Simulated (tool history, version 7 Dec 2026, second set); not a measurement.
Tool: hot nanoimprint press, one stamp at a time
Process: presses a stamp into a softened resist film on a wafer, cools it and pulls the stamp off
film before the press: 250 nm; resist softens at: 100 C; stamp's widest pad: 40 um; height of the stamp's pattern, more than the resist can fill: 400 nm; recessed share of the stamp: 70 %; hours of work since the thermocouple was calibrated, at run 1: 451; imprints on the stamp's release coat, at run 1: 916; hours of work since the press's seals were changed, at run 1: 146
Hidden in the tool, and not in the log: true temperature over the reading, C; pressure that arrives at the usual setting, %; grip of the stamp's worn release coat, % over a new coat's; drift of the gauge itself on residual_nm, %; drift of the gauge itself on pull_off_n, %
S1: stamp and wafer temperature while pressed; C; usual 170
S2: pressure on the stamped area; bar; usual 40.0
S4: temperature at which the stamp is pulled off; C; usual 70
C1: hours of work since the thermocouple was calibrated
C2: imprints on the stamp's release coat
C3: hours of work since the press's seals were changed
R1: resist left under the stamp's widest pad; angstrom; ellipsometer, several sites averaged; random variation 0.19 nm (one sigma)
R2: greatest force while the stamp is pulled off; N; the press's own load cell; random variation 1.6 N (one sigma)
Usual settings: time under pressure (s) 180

Run 1, hour 0.0: usual settings; C1 451; C2 916; C3 146. Result: R1 1372 angstrom, R2 127 N.
Run 2, hour 6.0: usual settings; C1 454; C2 934; C3 149. Result: R1 1369 angstrom, R2 129 N.
At hour 16.8: stamp cleaned and given a new release coat.
At hour 20.7: plate thermocouple calibrated.
Run 3, hour 20.8: usual settings; C1 0; C2 3; C3 151. Result: R1 1344 angstrom, R2 89 N.
Run 4, hour 27.6: usual settings; C1 3; C2 24; C3 154. Result: R1 1347 angstrom, R2 90 N.
Run 5, hour 38.8: usual settings but S4 72 C; C1 8; C2 60; C3 159. Result: R1 1345 angstrom, R2 89 N.
Run 6, hour 47.9: usual settings but S4 72 C; C1 12; C2 88; C3 163. Result: R1 1341 angstrom, R2 91 N.
Run 7, hour 55.6: usual settings but S4 72 C; C1 16; C2 112; C3 167. Result: R1 1339 angstrom, R2 91 N.
At hour 65.2: plate thermocouple calibrated, once more.
Run 8, hour 68.4: usual settings but S1 161 C, S2 39.6 bar, time under pressure (s) 172, S4 72 C; C1 1; C2 143; C3 171. Result: R1 1833 angstrom, R2 95 N.
Run 9, hour 75.8: usual settings but S1 161 C, S2 39.6 bar, time under pressure (s) 205, S4 75 C; C1 5; C2 167; C3 174. Result: R1 1758 angstrom, R2 87 N.
Run 10, hour 83.2: usual settings but S1 161 C, S2 39.6 bar, time under pressure (s) 205, S4 75 C; C1 8; C2 190; C3 178. Result: R1 1760 angstrom, R2 87 N.
Run 11, hour 89.8: usual settings but S1 179 C, S2 37.4 bar, time under pressure (s) 118, S4 62 C; C1 11; C2 211; C3 181. Result: R1 1309 angstrom, R2 122 N.

4 ways to go on from here, each from the tool as it stands after run 11. What would each give?
Run A, hour 98.7: usual settings but S1 179 C, S2 37.4 bar, time under pressure (s) 118, S4 60 C; C1 15; C2 239; C3 185. Result: R1 ?, R2 ?.
Run B, hour 98.7: usual settings but S1 175 C, time under pressure (s) 326; C1 15; C2 239; C3 185. Result: R1 ?, R2 ?.
Run C, hour 98.7: usual settings but S1 172 C, S2 37.4 bar, time under pressure (s) 163, S4 62 C; C1 15; C2 239; C3 185. Result: R1 ?, R2 ?.
Run D, hour 98.7: usual settings but S1 179 C, S2 33.5 bar, time under pressure (s) 118, S4 62 C; C1 15; C2 239; C3 185. Result: R1 ?, R2 ?.

run    R1   R2
  A  1306  130
  B   980  105
  C  1424  127
  D  1367  125
Without the tool's hidden state the same runs would have given:
run    R1   R2
  A  1301  119
  B   976   96
  C  1419  116
  D  1362  114
